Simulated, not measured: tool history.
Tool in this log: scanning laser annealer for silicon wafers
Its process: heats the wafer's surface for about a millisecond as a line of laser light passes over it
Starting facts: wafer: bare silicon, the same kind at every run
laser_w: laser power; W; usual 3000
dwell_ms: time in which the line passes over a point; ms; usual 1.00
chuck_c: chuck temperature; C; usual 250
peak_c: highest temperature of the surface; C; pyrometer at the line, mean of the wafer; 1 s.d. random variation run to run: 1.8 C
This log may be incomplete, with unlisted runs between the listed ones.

run 1 hour=0.0 | laser_w=3000 dwell_ms=1.00 chuck_c=250 | peak_c=948
run 2 hour=41.5 | laser_w=3000 dwell_ms=1.00 chuck_c=250 | peak_c=951
run 3 hour=92.0 | laser_w=3000 dwell_ms=1.00 chuck_c=250 | peak_c=948
run 4 hour=131.7 | laser_w=3000 dwell_ms=1.00 chuck_c=250 | peak_c=943
run 5 hour=167.3 | laser_w=3000 dwell_ms=1.00 chuck_c=250 | peak_c=944
run 6 hour=193.1 | laser_w=3000 dwell_ms=1.14 chuck_c=250 | peak_c=993
run 7 hour=217.3 | laser_w=3000 dwell_ms=1.14 chuck_c=250 | peak_c=994
run 8 hour=268.8 | laser_w=3000 dwell_ms=0.89 chuck_c=250 | peak_c=893
run 9 hour=289.7 | laser_w=3000 dwell_ms=0.89 chuck_c=250 | peak_c=895
run 10 hour=321.5 | laser_w=3289 dwell_ms=1.00 chuck_c=250 | peak_c=995
run 11 hour=344.2 | laser_w=3289 dwell_ms=1.00 chuck_c=250 | peak_c=993
run 12 hour=377.6 | laser_w=3000 dwell_ms=1.00 chuck_c=257 | peak_c=940
run 13 hour=423.6 | laser_w=3000 dwell_ms=1.00 chuck_c=257 | peak_c=939
run 14 hour=454.3 | laser_w=3000 dwell_ms=1.00 chuck_c=250 | peak_c=958
run 15 hour=492.2 | laser_w=3000 dwell_ms=1.00 chuck_c=250 | peak_c=957
run 16 hour=529.1 | laser_w=3000 dwell_ms=1.00 chuck_c=250 | peak_c=956
run 17 hour=550.4 | laser_w=3000 dwell_ms=1.00 chuck_c=250 | peak_c=950
run 18 hour=586.4 | laser_w=3000 dwell_ms=1.19 chuck_c=250 | peak_c=1024
run 19 hour=620.2 | laser_w=3000 dwell_ms=1.19 chuck_c=250 | peak_c=1027
run 20 hour=649.1 | laser_w=3000 dwell_ms=0.95 chuck_c=250 | peak_c=928
run 21 hour=680.3 | laser_w=3000 dwell_ms=0.95 chuck_c=250 | peak_c=927
run 22 hour=705.4 | laser_w=3178 dwell_ms=0.86 chuck_c=250 | peak_c=923
run 23 hour=751.5 | laser_w=3178 dwell_ms=0.86 chuck_c=250 | peak_c=924
run 24 hour=773.2 | laser_w=2605 dwell_ms=0.86 chuck_c=250 | peak_c=808
run 25 hour=824.6 | laser_w=3268 dwell_ms=1.12 chuck_c=267 | peak_c=1062
run 26 hour=873.5 | laser_w=3000 dwell_ms=0.93 chuck_c=250 | peak_c=910
run 27 hour=916.5 | laser_w=2852 dwell_ms=1.09 chuck_c=250 | peak_c=939
run 28 hour=943.8 | laser_w=2852 dwell_ms=0.85 chuck_c=250 | peak_c=847
run 29 hour=982.2 | laser_w=2964 dwell_ms=1.09 chuck_c=214 | peak_c=923
run 30 hour=1004.6 | laser_w=2964 dwell_ms=1.09 chuck_c=214 | peak_c=920
run 31 hour=1047.3 | laser_w=2915 dwell_ms=0.91 chuck_c=286 | peak_c=916
run 32 hour=1075.0 | laser_w=3228 dwell_ms=0.95 chuck_c=227 | peak_c=932
run 33 hour=1122.4 | laser_w=3285 dwell_ms=0.95 chuck_c=268 | peak_c=982
run 34 hour=1146.0 | laser_w=3285 dwell_ms=0.95 chuck_c=268 | peak_c=978
run 35 hour=1195.4 | laser_w=2996 dwell_ms=0.95 chuck_c=268 | peak_c=924
run 36 hour=1216.9 | laser_w=2729 dwell_ms=0.74 chuck_c=268 | peak_c=789
run 37 hour=1258.4 | laser_w=2729 dwell_ms=0.74 chuck_c=268 | peak_c=813
run 38 hour=1293.8 | laser_w=2729 dwell_ms=0.74 chuck_c=268 | peak_c=813
run 39 hour=1342.0 | laser_w=2729 dwell_ms=0.74 chuck_c=268 | peak_c=813
run 40 hour=1392.8 | laser_w=2729 dwell_ms=0.74 chuck_c=222 | peak_c=760

Not shown: 4 entries that the log had between the listed runs. Between which runs, and how does the tool's hidden state differ before and after?
Run 13 -> run 14: window over the wafer cleaned (hour 454.3)
  light that passes the window, % of a clean one's: 95.52 -> 99.83; laser's true power over the reading, %: 0.13 -> 0.12; width of the line over the set one, %: 0.6 -> 0.63
  measured value less the no-hidden-state value, peak_c: -30 -> -1 C
Run 14 -> run 15: laser's power meter calibrated (hour 459.8)
  light that passes the window, % of a clean one's: 99.83 -> 99.6; laser's true power over the reading, %: 0.12 -> 0.19; width of the line over the set one, %: 0.63 -> 0.67
  measured value less the no-hidden-state value, peak_c: -1 -> -3 C
Run 19 -> run 20: laser's power meter calibrated, once more (hour 626.7)
  light that passes the window, % of a clean one's: 98.78 -> 98.6; laser's true power over the reading, %: 0.19 -> -0.09; width of the line over the set one, %: 0.81 -> 0.84
  measured value less the no-hidden-state value, peak_c: -10 -> -11 C
Run 36 -> run 37: window over the wafer cleaned (hour 1250.4)
  light that passes the window, % of a clean one's: 94.97 -> 99.41; width of the line over the set one, %: 1.48 -> 1.52
  measured value less the no-hidden-state value, peak_c: -28 -> -7 C
